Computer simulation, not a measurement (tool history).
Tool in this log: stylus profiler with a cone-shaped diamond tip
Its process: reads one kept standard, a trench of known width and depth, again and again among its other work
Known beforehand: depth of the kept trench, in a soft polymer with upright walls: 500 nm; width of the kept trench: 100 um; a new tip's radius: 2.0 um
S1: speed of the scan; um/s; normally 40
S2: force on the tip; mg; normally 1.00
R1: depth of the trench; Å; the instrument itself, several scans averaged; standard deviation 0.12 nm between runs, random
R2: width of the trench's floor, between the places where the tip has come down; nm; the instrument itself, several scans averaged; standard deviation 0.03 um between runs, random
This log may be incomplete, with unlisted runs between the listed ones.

{"run": 1, "day": 0.0, "S1": 40, "S2": 1.0, "R1": 5043.0, "R2": 96850}
{"run": 2, "day": 0.554, "S1": 40, "S2": 1.0, "R1": 5042.9, "R2": 96800}
{"run": 3, "day": 0.971, "S1": 40, "S2": 1.0, "R1": 5041.2, "R2": 96860}
{"run": 4, "day": 1.433, "S1": 40, "S2": 1.0, "R1": 5043.0, "R2": 96810}
{"run": 5, "day": 1.862, "S1": 97, "S2": 1.0, "R1": 5044.4, "R2": 96230}
{"run": 6, "day": 2.354, "S1": 97, "S2": 1.0, "R1": 5044.1, "R2": 96280}
{"run": 7, "day": 2.704, "S1": 97, "S2": 1.0, "R1": 5042.5, "R2": 96270}
{"run": 8, "day": 3.1, "S1": 16, "S2": 1.0, "R1": 5043.8, "R2": 97040}
{"run": 9, "day": 3.575, "S1": 16, "S2": 1.0, "R1": 5043.6, "R2": 97050}
{"run": 10, "day": 3.912, "S1": 40, "S2": 1.0, "R1": 5042.8, "R2": 96800}
{"run": 11, "day": 4.296, "S1": 40, "S2": 2.36, "R1": 5072.6, "R2": 96890}
{"run": 12, "day": 4.979, "S1": 40, "S2": 1.35, "R1": 5051.6, "R2": 96860}
{"run": 13, "day": 5.362, "S1": 40, "S2": 1.35, "R1": 5051.3, "R2": 96840}
{"run": 14, "day": 5.804, "S1": 40, "S2": 1.35, "R1": 5051.4, "R2": 96800}
{"run": 15, "day": 6.229, "S1": 40, "S2": 2.46, "R1": 5074.7, "R2": 96880}
{"run": 16, "day": 6.754, "S1": 40, "S2": 2.46, "R1": 5074.9, "R2": 96880}
{"run": 17, "day": 7.317, "S1": 40, "S2": 1.0, "R1": 5042.4, "R2": 96700}
{"run": 18, "day": 7.967, "S1": 40, "S2": 1.0, "R1": 5041.0, "R2": 96780}
{"run": 19, "day": 8.533, "S1": 40, "S2": 1.0, "R1": 5043.6, "R2": 96790}
{"run": 20, "day": 8.9, "S1": 40, "S2": 1.0, "R1": 5044.1, "R2": 96720}
{"run": 21, "day": 9.233, "S1": 13, "S2": 2.08, "R1": 5068.9, "R2": 96990}
{"run": 22, "day": 9.642, "S1": 13, "S2": 2.08, "R1": 5067.9, "R2": 97000}
{"run": 23, "day": 10.125, "S1": 13, "S2": 2.08, "R1": 5069.0, "R2": 97000}
{"run": 24, "day": 10.688, "S1": 15, "S2": 1.71, "R1": 5061.3, "R2": 96990}
{"run": 25, "day": 11.246, "S1": 15, "S2": 1.71, "R1": 5059.0, "R2": 96950}
{"run": 26, "day": 11.617, "S1": 105, "S2": 0.44, "R1": 5027.6, "R2": 95530}
{"run": 27, "day": 12.221, "S1": 15, "S2": 2.63, "R1": 5079.1, "R2": 97030}
{"run": 28, "day": 12.871, "S1": 20, "S2": 0.43, "R1": 5025.2, "R2": 96780}
{"run": 29, "day": 13.171, "S1": 81, "S2": 1.21, "R1": 5048.8, "R2": 96380}
{"run": 30, "day": 13.746, "S1": 81, "S2": 1.21, "R1": 5048.8, "R2": 96340}
{"run": 31, "day": 14.362, "S1": 18, "S2": 2.29, "R1": 5071.6, "R2": 96910}
{"run": 32, "day": 14.65, "S1": 11, "S2": 1.68, "R1": 5059.2, "R2": 96970}
{"run": 33, "day": 14.942, "S1": 40, "S2": 0.39, "R1": 5025.1, "R2": 96380}
{"run": 34, "day": 15.462, "S1": 18, "S2": 2.98, "R1": 5087.7, "R2": 96940}
{"run": 35, "day": 15.742, "S1": 15, "S2": 0.77, "R1": 5035.4, "R2": 96840}
{"run": 36, "day": 16.192, "S1": 75, "S2": 0.84, "R1": 5038.3, "R2": 96250}
{"run": 37, "day": 16.754, "S1": 75, "S2": 0.84, "R1": 5042.1, "R2": 96220}
{"run": 38, "day": 17.317, "S1": 61, "S2": 0.37, "R1": 5025.5, "R2": 96010}
{"run": 39, "day": 17.629, "S1": 16, "S2": 0.42, "R1": 5027.1, "R2": 96780}

5 options for the next run, each taken on its own from the tool as it stands now. Forecast them:
{"run": "A", "day": 17.992, "S1": 40, "S2": 0.39, "R1": "?", "R2": "?"}
{"run": "B", "day": 17.992, "S1": 45, "S2": 0.83, "R1": "?", "R2": "?"}
{"run": "C", "day": 17.992, "S1": 94, "S2": 0.68, "R1": "?", "R2": "?"}
{"run": "D", "day": 17.992, "S1": 41, "S2": 0.55, "R1": "?", "R2": "?"}
{"run": "E", "day": 17.992, "S1": 158, "S2": 2.15, "R1": "?", "R2": "?"}

run=A R1=5026.8 R2=96450
run=B R1=5039.9 R2=96540
run=C R1=5035.2 R2=95940
run=D R1=5029.9 R2=96420
run=E R1=5070.2 R2=95920
With no hidden state in the tool, these same runs would have given:
run=A R1=5022.0 R2=96800
run=B R1=5035.1 R2=96880
run=C R1=5030.4 R2=96290
run=D R1=5025.1 R2=96770
run=E R1=5065.3 R2=96270

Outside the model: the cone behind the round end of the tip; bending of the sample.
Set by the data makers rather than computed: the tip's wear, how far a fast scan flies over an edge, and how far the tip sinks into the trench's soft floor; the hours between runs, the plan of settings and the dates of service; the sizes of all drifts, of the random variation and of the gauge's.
